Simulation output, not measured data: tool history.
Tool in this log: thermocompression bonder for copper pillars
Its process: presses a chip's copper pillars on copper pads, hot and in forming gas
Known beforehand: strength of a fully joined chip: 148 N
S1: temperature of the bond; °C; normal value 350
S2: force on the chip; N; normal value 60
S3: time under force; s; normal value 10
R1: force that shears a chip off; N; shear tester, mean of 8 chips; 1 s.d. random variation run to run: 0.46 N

run,hour,S1,S2,S3,R1
1,0,350,60,10,53.6
2,43.3,350,60,10,53.5
3,110.9,350,60,10,57.9
4,203.4,350,60,11,57.7
5,297.7,350,60,9,53.1
6,371.1,350,60,9,51.6
7,430.2,350,42,10,36.7
8,492.9,350,42,10,40.1
9,593.6,350,60,10,55.8
10,675.6,350,49,10,45.3
11,725.5,350,49,10,44
12,822.3,331,60,5,30.9
13,888.9,370,79,10,91
14,934.4,371,60,16,85
15,985.4,353,39,6,30.2
16,1044.3,353,39,6,29.9
17,1110.4,352,46,20,57
18,1201.5,352,46,20,55.5
19,1267,379,81,19,116
20,1343.2,362,60,24,87.7
21,1420.1,336,60,19,60.8

Taken out of this log: 4 entries between the listed runs. Where each belongs, and how the hidden state differs across it:
After run 2, before run 3: forming gas filter changed (hour 100.1)
  true temperature of the bond over the reading, C: 3.8 -> 4.1; force that reaches the chip, % of what is set: 98.8 -> 98.6; oxide that the forming gas leaves, % of the face: 8.47 -> 0.81
  measured minus no-state result, R1: -2.6 -> +2 N
After run 7, before run 8: forming gas filter changed (hour 474.7)
  true temperature of the bond over the reading, C: 5.4 -> 5.6; force that reaches the chip, % of what is set: 97.8 -> 97.6; oxide that the forming gas leaves, % of the face: 9.32 -> 1.02
  measured minus no-state result, R1: -1.6 -> +1.8 N
After run 12, before run 13: forming gas filter changed (hour 850.7)
  true temperature of the bond over the reading, C: 6.9 -> 7.2; force that reaches the chip, % of what is set: 96.8 -> 96.6; oxide that the forming gas leaves, % of the face: 10.12 -> 1.55
  measured minus no-state result, R1: -1.1 -> +2.5 N
After run 18, before run 19: forming gas filter changed (hour 1226.1)
  true temperature of the bond over the reading, C: 8.5 -> 8.8; force that reaches the chip, % of what is set: 95.8 -> 95.7; oxide that the forming gas leaves, % of the face: 10.33 -> 1.6
  measured minus no-state result, R1: -2.4 -> +2.2 N

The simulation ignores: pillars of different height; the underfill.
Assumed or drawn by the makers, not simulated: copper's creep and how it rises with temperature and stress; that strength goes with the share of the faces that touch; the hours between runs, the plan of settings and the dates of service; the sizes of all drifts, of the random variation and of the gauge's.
